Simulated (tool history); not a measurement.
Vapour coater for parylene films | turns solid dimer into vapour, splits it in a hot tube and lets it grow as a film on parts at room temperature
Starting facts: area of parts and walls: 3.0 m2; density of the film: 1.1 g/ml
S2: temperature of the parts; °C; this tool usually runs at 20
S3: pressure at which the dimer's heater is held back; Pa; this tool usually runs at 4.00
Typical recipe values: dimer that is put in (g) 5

run 1 hour=0.0 | dimer_that_is_put_in_(g)=5 S2=20 S3=4.00 | thickness_of_the_film_(nm)=1100
run 2 hour=53.5 | dimer_that_is_put_in_(g)=5 S2=20 S3=4.00 | thickness_of_the_film_(nm)=1080
run 3 hour=102.5 | dimer_that_is_put_in_(g)=5 S2=20 S3=11.31 | thickness_of_the_film_(nm)=860
-- hour=141.8 trap's valve overhauled
run 4 hour=169.6 | dimer_that_is_put_in_(g)=5 S2=20 S3=4.00 | thickness_of_the_film_(nm)=1180
run 5 hour=225.0 | dimer_that_is_put_in_(g)=5 S2=16 S3=4.00 | thickness_of_the_film_(nm)=1370
run 6 hour=284.0 | dimer_that_is_put_in_(g)=5 S2=20 S3=4.00 | thickness_of_the_film_(nm)=1140
run 7 hour=346.5 | dimer_that_is_put_in_(g)=5 S2=20 S3=4.00 | thickness_of_the_film_(nm)=1100
run 8 hour=397.8 | dimer_that_is_put_in_(g)=5 S2=20 S3=4.00 | thickness_of_the_film_(nm)=1090
run 9 hour=435.6 | dimer_that_is_put_in_(g)=5 S2=20 S3=4.00 | thickness_of_the_film_(nm)=1060
-- hour=501.1 trap's valve overhauled
run 10 hour=511.6 | dimer_that_is_put_in_(g)=5 S2=20 S3=4.13 | thickness_of_the_film_(nm)=1210
run 11 hour=595.4 | dimer_that_is_put_in_(g)=5 S2=20 S3=4.13 | thickness_of_the_film_(nm)=1170
run 12 hour=672.6 | dimer_that_is_put_in_(g)=5 S2=20 S3=8.55 | thickness_of_the_film_(nm)=990
run 13 hour=739.8 | dimer_that_is_put_in_(g)=5 S2=20 S3=8.55 | thickness_of_the_film_(nm)=940
run 14 hour=823.5 | dimer_that_is_put_in_(g)=5 S2=20 S3=2.08 | thickness_of_the_film_(nm)=1200
-- hour=855.9 trap's valve overhauled
run 15 hour=885.6 | dimer_that_is_put_in_(g)=5 S2=20 S3=4.00 | thickness_of_the_film_(nm)=1220
run 16 hour=969.0 | dimer_that_is_put_in_(g)=5 S2=20 S3=4.00 | thickness_of_the_film_(nm)=1180
run 17 hour=1007.2 | dimer_that_is_put_in_(g)=5 S2=20 S3=4.00 | thickness_of_the_film_(nm)=1150
run 18 hour=1055.2 | dimer_that_is_put_in_(g)=5 S2=20 S3=4.00 | thickness_of_the_film_(nm)=1140
run 19 hour=1092.4 | dimer_that_is_put_in_(g)=5 S2=24 S3=4.00 | thickness_of_the_film_(nm)=940
run 20 hour=1151.4 | dimer_that_is_put_in_(g)=5 S2=32 S3=4.00 | thickness_of_the_film_(nm)=670
-- hour=1186.5 table's thermometer calibrated
run 21 hour=1192.3 | dimer_that_is_put_in_(g)=5 S2=32 S3=9.10 | thickness_of_the_film_(nm)=550
-- hour=1213.7 trap's valve overhauled
run 22 hour=1284.9 | dimer_that_is_put_in_(g)=5 S2=20 S3=4.00 | thickness_of_the_film_(nm)=1170
run 23 hour=1345.0 | dimer_that_is_put_in_(g)=5 S2=22 S3=4.00 | thickness_of_the_film_(nm)=1040
run 24 hour=1409.7 | dimer_that_is_put_in_(g)=9 S2=22 S3=8.26 | thickness_of_the_film_(nm)=1600
run 25 hour=1452.8 | dimer_that_is_put_in_(g)=3 S2=14 S3=5.70 | thickness_of_the_film_(nm)=760
run 26 hour=1501.6 | dimer_that_is_put_in_(g)=3 S2=14 S3=5.70 | thickness_of_the_film_(nm)=770
-- hour=1572.4 trap's valve overhauled
run 27 hour=1578.4 | dimer_that_is_put_in_(g)=3 S2=14 S3=5.70 | thickness_of_the_film_(nm)=870
run 28 hour=1618.4 | dimer_that_is_put_in_(g)=7 S2=14 S3=10.18 | thickness_of_the_film_(nm)=1760
run 29 hour=1684.0 | dimer_that_is_put_in_(g)=7 S2=14 S3=10.18 | thickness_of_the_film_(nm)=1710
run 30 hour=1721.0 | dimer_that_is_put_in_(g)=7 S2=14 S3=10.18 | thickness_of_the_film_(nm)=1700
run 31 hour=1757.0 | dimer_that_is_put_in_(g)=7 S2=14 S3=10.18 | thickness_of_the_film_(nm)=1650
run 32 hour=1834.5 | dimer_that_is_put_in_(g)=8 S2=26 S3=2.59 | thickness_of_the_film_(nm)=1460
-- hour=1926.3 trap's valve overhauled
run 33 hour=1926.3 | dimer_that_is_put_in_(g)=8 S2=26 S3=2.59 | thickness_of_the_film_(nm)=1630
run 34 hour=1981.7 | dimer_that_is_put_in_(g)=8 S2=18 S3=3.92 | thickness_of_the_film_(nm)=2050
run 35 hour=2031.8 | dimer_that_is_put_in_(g)=8 S2=18 S3=3.92 | thickness_of_the_film_(nm)=2030
run 36 hour=2069.7 | dimer_that_is_put_in_(g)=2 S2=32 S3=3.40 | thickness_of_the_film_(nm)=290
run 37 hour=2110.5 | dimer_that_is_put_in_(g)=5 S2=20 S3=5.37 | thickness_of_the_film_(nm)=1060
run 38 hour=2180.2 | dimer_that_is_put_in_(g)=5 S2=26 S3=5.37 | thickness_of_the_film_(nm)=810
run 39 hour=2253.6 | dimer_that_is_put_in_(g)=5 S2=20 S3=4.00 | thickness_of_the_film_(nm)=1040
-- hour=2279.5 trap's valve overhauled
run 40 hour=2339.7 | dimer_that_is_put_in_(g)=5 S2=20 S3=4.00 | thickness_of_the_film_(nm)=1170
run 41 hour=2423.6 | dimer_that_is_put_in_(g)=3 S2=18 S3=10.97 | thickness_of_the_film_(nm)=610
run 42 hour=2460.9 | dimer_that_is_put_in_(g)=3 S2=18 S3=10.97 | thickness_of_the_film_(nm)=590
run 43 hour=2501.7 | dimer_that_is_put_in_(g)=5 S2=20 S3=2.02 | thickness_of_the_film_(nm)=1270
run 44 hour=2538.8 | dimer_that_is_put_in_(g)=5 S2=20 S3=5.98 | thickness_of_the_film_(nm)=1000
run 45 hour=2576.1 | dimer_that_is_put_in_(g)=5 S2=20 S3=5.98 | thickness_of_the_film_(nm)=1000
-- hour=2631.9 trap's valve overhauled
run 46 hour=2647.4 | dimer_that_is_put_in_(g)=3 S2=20 S3=5.98 | thickness_of_the_film_(nm)=690

Measured less the same run without the tool's hidden state. The same run-to-run variation is in both; the gauge's scatter may not be:
The hidden state here: vapour lost through the trap's worn valve, %; true temperature of the parts over the reading, C; drift of the gauge itself on film_um, %.
run=1 thickness_of_the_film_(nm)=-80
run=2 thickness_of_the_film_(nm)=-110
run=3 thickness_of_the_film_(nm)=-110
run=4 thickness_of_the_film_(nm)=+0
run=5 thickness_of_the_film_(nm)=-20
run=6 thickness_of_the_film_(nm)=-40
run=7 thickness_of_the_film_(nm)=-80
run=8 thickness_of_the_film_(nm)=-100
run=9 thickness_of_the_film_(nm)=-120
run=10 thickness_of_the_film_(nm)=+30
run=11 thickness_of_the_film_(nm)=-10
run=12 thickness_of_the_film_(nm)=-40
run=13 thickness_of_the_film_(nm)=-70
run=14 thickness_of_the_film_(nm)=-140
run=15 thickness_of_the_film_(nm)=+20
run=16 thickness_of_the_film_(nm)=-20
run=17 thickness_of_the_film_(nm)=-40
run=18 thickness_of_the_film_(nm)=-60
run=19 thickness_of_the_film_(nm)=-60
run=20 thickness_of_the_film_(nm)=-60
run=21 thickness_of_the_film_(nm)=-80
run=22 thickness_of_the_film_(nm)=-30
run=23 thickness_of_the_film_(nm)=-60
run=24 thickness_of_the_film_(nm)=-130
run=25 thickness_of_the_film_(nm)=-80
run=26 thickness_of_the_film_(nm)=-100
run=27 thickness_of_the_film_(nm)=+10
run=28 thickness_of_the_film_(nm)=-20
run=29 thickness_of_the_film_(nm)=-60
run=30 thickness_of_the_film_(nm)=-90
run=31 thickness_of_the_film_(nm)=-110
run=32 thickness_of_the_film_(nm)=-150
run=33 thickness_of_the_film_(nm)=+20
run=34 thickness_of_the_film_(nm)=-10
run=35 thickness_of_the_film_(nm)=-60
run=36 thickness_of_the_film_(nm)=-10
run=37 thickness_of_the_film_(nm)=-60
run=38 thickness_of_the_film_(nm)=-80
run=39 thickness_of_the_film_(nm)=-130
run=40 thickness_of_the_film_(nm)=-10
run=41 thickness_of_the_film_(nm)=-30
run=42 thickness_of_the_film_(nm)=-40
run=43 thickness_of_the_film_(nm)=-110
run=44 thickness_of_the_film_(nm)=-100
run=45 thickness_of_the_film_(nm)=-120
run=46 thickness_of_the_film_(nm)=+10
